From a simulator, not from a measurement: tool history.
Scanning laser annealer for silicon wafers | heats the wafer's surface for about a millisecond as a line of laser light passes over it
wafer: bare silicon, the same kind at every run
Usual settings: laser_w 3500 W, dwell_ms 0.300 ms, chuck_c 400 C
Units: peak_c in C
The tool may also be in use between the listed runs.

run 1 hour=0.0 | laser_w=3500 dwell_ms=0.300 chuck_c=400 | peak_c=1177
run 2 hour=19.6 | laser_w=3500 dwell_ms=0.300 chuck_c=400 | peak_c=1178
run 3 hour=32.5 | laser_w=3500 dwell_ms=0.300 chuck_c=400 | peak_c=1175
run 4 hour=50.8 | laser_w=3500 dwell_ms=0.300 chuck_c=400 | peak_c=1181
run 5 hour=67.8 | laser_w=3500 dwell_ms=0.300 chuck_c=400 | peak_c=1179
run 6 hour=80.9 | laser_w=3500 dwell_ms=0.300 chuck_c=378 | peak_c=1152
run 7 hour=94.4 | laser_w=3796 dwell_ms=0.300 chuck_c=400 | peak_c=1245
run 8 hour=102.7 | laser_w=3796 dwell_ms=0.300 chuck_c=400 | peak_c=1248
run 9 hour=116.0 | laser_w=3500 dwell_ms=0.300 chuck_c=400 | peak_c=1173
run 10 hour=128.1 | laser_w=3500 dwell_ms=0.300 chuck_c=400 | peak_c=1177
run 11 hour=136.1 | laser_w=3500 dwell_ms=0.300 chuck_c=400 | peak_c=1174
run 12 hour=151.3 | laser_w=3762 dwell_ms=0.319 chuck_c=400 | peak_c=1256
run 13 hour=163.1 | laser_w=3500 dwell_ms=0.244 chuck_c=400 | peak_c=1104
run 14 hour=171.6 | laser_w=3500 dwell_ms=0.244 chuck_c=400 | peak_c=1107
run 15 hour=190.0 | laser_w=3174 dwell_ms=0.301 chuck_c=377 | peak_c=1074
run 16 hour=201.1 | laser_w=3174 dwell_ms=0.301 chuck_c=377 | peak_c=1074
run 17 hour=209.3 | laser_w=3058 dwell_ms=0.243 chuck_c=419 | peak_c=1033
run 18 hour=218.3 | laser_w=3058 dwell_ms=0.243 chuck_c=419 | peak_c=1028
run 19 hour=237.4 | laser_w=3058 dwell_ms=0.243 chuck_c=419 | peak_c=1027
run 20 hour=253.1 | laser_w=3058 dwell_ms=0.243 chuck_c=419 | peak_c=1028
run 21 hour=261.7 | laser_w=3058 dwell_ms=0.243 chuck_c=419 | peak_c=1031

The next listed run, before its measurement:
run 22 hour=281.2 | laser_w=3271 dwell_ms=0.300 chuck_c=416 | peak_c=?

peak_c: 1139 C
Without the tool's hidden state the same run would have given peak_c 1164 C.

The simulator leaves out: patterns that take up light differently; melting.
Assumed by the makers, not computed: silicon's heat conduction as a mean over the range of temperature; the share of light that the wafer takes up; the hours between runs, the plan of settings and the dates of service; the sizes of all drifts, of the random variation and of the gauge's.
